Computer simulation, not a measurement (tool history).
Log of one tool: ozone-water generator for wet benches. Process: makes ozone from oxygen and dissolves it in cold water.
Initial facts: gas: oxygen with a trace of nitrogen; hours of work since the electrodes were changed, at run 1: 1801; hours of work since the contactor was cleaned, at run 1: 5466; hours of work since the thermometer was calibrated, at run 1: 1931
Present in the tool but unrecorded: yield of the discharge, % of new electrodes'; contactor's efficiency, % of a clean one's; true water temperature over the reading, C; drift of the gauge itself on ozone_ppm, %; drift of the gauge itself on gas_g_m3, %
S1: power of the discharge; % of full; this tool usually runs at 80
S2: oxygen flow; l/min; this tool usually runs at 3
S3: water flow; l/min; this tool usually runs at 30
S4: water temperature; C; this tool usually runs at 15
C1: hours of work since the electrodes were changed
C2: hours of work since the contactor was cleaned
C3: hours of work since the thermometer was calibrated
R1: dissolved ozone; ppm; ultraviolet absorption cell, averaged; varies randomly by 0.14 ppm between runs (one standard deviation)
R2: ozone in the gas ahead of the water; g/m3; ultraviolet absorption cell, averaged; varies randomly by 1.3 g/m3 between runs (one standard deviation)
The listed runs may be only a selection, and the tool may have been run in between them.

run	hour	S1	S2	S3	S4	C1	C2	C3	R1	R2
1	0	80	3	30	15	1801	5466	1931	14.8	234
2	70.9	80	2.39	30	15	1846	5510	1976	13.4	250.7
3	141.5	80	2.39	30	15	1890	5555	2020	13.1	248.7
4	291.8	80	2.39	30	15	1985	5650	2115	13.2	249.5
5	361.6	80	3	30	15	2029	5694	2159	14.7	231.3
6	434.1	80	3	30	15	2075	5739	2205	14.7	231.2
7	548.3	80	3	30	12	2147	5811	2277	14.9	230.9
8	695.6	48	3	30	12	2240	5904	2370	10.1	158
9	839.7	48	3	30	12	2331	5995	2461	10.2	157.9
10	925.4	48	3	30	12	2385	6049	2515	10.3	157
11	1047	41	3	30	15	2461	6126	2591	8.9	139.3
12	1159.9	80	3	31	15	2532	6197	2662	14	228.8
13	1242.2	80	3	31	9	2584	6249	2714	14.3	228.8
14	1380.4	80	3	31	9	2671	6336	2801	14.6	228.8
15	1469.3	80	3	31	9	2727	6392	2857	14.4	224.3
16	1583.9	80	3	31	9	2800	6464	2930	14.5	225
17	1696.2	94	3	30	15	2870	6535	3000	16.1	252
18	1760.7	80	4.09	30	15	2911	6576	3041	16.3	203.7
19	1824	80	4.09	30	15	2951	6616	3081	15.9	204.2
20	1956.2	70	3	30	10	3034	6699	3164	13.4	204.3
21	2022	83	4.9	18	15	3076	6740	3206	26.6	197.5
22	2140.8	79	3.77	46	23	3151	6815	3281	9.3	206
23	2242.6	79	3.77	46	23	3215	6879	3345	9.5	205.9
24	2364	79	3.77	46	23	3291	6956	3421	9.2	205.1
25	2500.1	53	3	30	9	3377	7042	3507	10.9	163.1
26	2646.6	53	3	30	9	3470	7134	3600	10.8	164.5
27	2723.2	94	5.14	30	14	3518	7182	3648	19.6	206.7
28	2801.9	94	5.14	30	14	3567	7232	3697	19.8	208.8
29	2887.9	41	3.38	37	14	3622	7286	3752	7.4	131.9
30	2995	41	3.38	37	14	3689	7354	3819	7.2	130.6
31	3094.9	41	3.38	37	14	3752	7417	3882	7.3	131.6
32	3185.5	41	3.38	37	14	3809	7474	3939	7.3	132.1

Some steps in R1 between neighbouring runs. How much of each would the tool show without its hidden state too (settings, what came in, random variation), and how much is left for the hidden state, with any gauge scatter that isn't in both results?
Run 20 -> 21: S1 70 -> 83, S2 3 -> 4.9, S3 30 -> 18, S4 10 -> 15. R1 +13.2 ppm: hidden state -1.7, all else +14.9.
Run 21 -> 22: S1 83 -> 79, S2 4.9 -> 3.77, S3 18 -> 46, S4 15 -> 23. R1 -17.3 ppm: hidden state +2, all else -19.3.
Run 26 -> 27: S1 53 -> 94, S2 3 -> 5.14, S4 9 -> 14. R1 +8.8 ppm: hidden state -2.1, all else +10.9.
Run 28 -> 29: S1 94 -> 41, S2 5.14 -> 3.38, S3 30 -> 37. R1 -12.4 ppm: hidden state +2.7, all else -15.1.
